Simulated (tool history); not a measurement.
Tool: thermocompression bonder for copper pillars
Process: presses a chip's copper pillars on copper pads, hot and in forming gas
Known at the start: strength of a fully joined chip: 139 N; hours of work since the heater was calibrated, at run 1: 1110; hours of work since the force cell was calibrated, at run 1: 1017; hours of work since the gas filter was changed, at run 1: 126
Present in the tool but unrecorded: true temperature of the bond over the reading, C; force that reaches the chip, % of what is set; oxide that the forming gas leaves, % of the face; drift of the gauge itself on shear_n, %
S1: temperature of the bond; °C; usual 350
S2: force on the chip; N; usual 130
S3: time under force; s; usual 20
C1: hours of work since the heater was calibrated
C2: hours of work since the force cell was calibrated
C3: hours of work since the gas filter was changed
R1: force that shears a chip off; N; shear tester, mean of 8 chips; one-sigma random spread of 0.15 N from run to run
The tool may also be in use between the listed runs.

run 1 day=0.000 | S1=350 S2=130 S3=20 | C1=1110 C2=1017 C3=126 | R1=59.2
run 2 day=1.938 | S1=350 S2=130 S3=20 | C1=1147 C2=1054 C3=163 | R1=58.6
run 3 day=3.125 | S1=350 S2=130 S3=20 | C1=1170 C2=1077 C3=186 | R1=58.7
run 4 day=4.475 | S1=350 S2=130 S3=20 | C1=1195 C2=1103 C3=212 | R1=58.5
run 5 day=6.275 | S1=350 S2=130 S3=20 | C1=1230 C2=1137 C3=246 | R1=58.4
run 6 day=7.442 | S1=350 S2=130 S3=20 | C1=1252 C2=1160 C3=269 | R1=58.2
run 7 day=8.567 | S1=350 S2=130 S3=20 | C1=1274 C2=1181 C3=290 | R1=58.1
-- day=10.083 heater calibrated with a thermocouple chip
run 8 day=10.300 | S1=350 S2=130 S3=21 | C1=4 C2=1213 C3=322 | R1=55.7
run 9 day=11.750 | S1=350 S2=130 S3=13 | C1=32 C2=1241 C3=349 | R1=46.1
run 10 day=13.075 | S1=347 S2=130 S3=20 | C1=57 C2=1266 C3=375 | R1=52.9
run 11 day=14.288 | S1=350 S2=130 S3=20 | C1=81 C2=1289 C3=398 | R1=54.6
run 12 day=15.967 | S1=333 S2=133 S3=35 | C1=113 C2=1321 C3=430 | R1=59.2
-- day=16.975 forming gas filter changed
run 13 day=17.762 | S1=333 S2=133 S3=35 | C1=147 C2=1355 C3=15 | R1=63.7
-- day=18.375 force cell calibrated
run 14 day=19.108 | S1=367 S2=85 S3=20 | C1=171 C2=14 C3=40 | R1=44.5
run 15 day=20.033 | S1=375 S2=125 S3=57 | C1=189 C2=32 C3=57 | R1=88.6
run 16 day=21.342 | S1=375 S2=89 S3=57 | C1=214 C2=57 C3=82 | R1=72.1
run 17 day=22.392 | S1=375 S2=89 S3=57 | C1=234 C2=77 C3=103 | R1=71.9
run 18 day=23.258 | S1=341 S2=87 S3=49 | C1=251 C2=94 C3=119 | R1=52.1
run 19 day=24.146 | S1=363 S2=194 S3=49 | C1=268 C2=111 C3=136 | R1=99.4
run 20 day=25.392 | S1=358 S2=130 S3=49 | C1=292 C2=134 C3=160 | R1=77.4
run 21 day=27.296 | S1=358 S2=130 S3=49 | C1=328 C2=171 C3=196 | R1=77.3
run 22 day=28.146 | S1=350 S2=103 S3=18 | C1=344 C2=187 C3=213 | R1=42.7

For each run, the measured value with the value that run would have given without the tool's hidden condition subtracted. The run-to-run variation is shared by both, the gauge scatter possibly not:
run=1 R1=+5.1
run=2 R1=+4.9
run=3 R1=+4.8
run=4 R1=+4.7
run=5 R1=+4.5
run=6 R1=+4.4
run=7 R1=+4.3
run=8 R1=+0.7
run=9 R1=+0.8
run=10 R1=+0.5
run=11 R1=+0.5
run=12 R1=+0.2
run=13 R1=+4.7
run=14 R1=+0.0
run=15 R1=-0.3
run=16 R1=-0.3
run=17 R1=-0.4
run=18 R1=-0.1
run=19 R1=-1.2
run=20 R1=-0.8
run=21 R1=-1.0
run=22 R1=-0.3
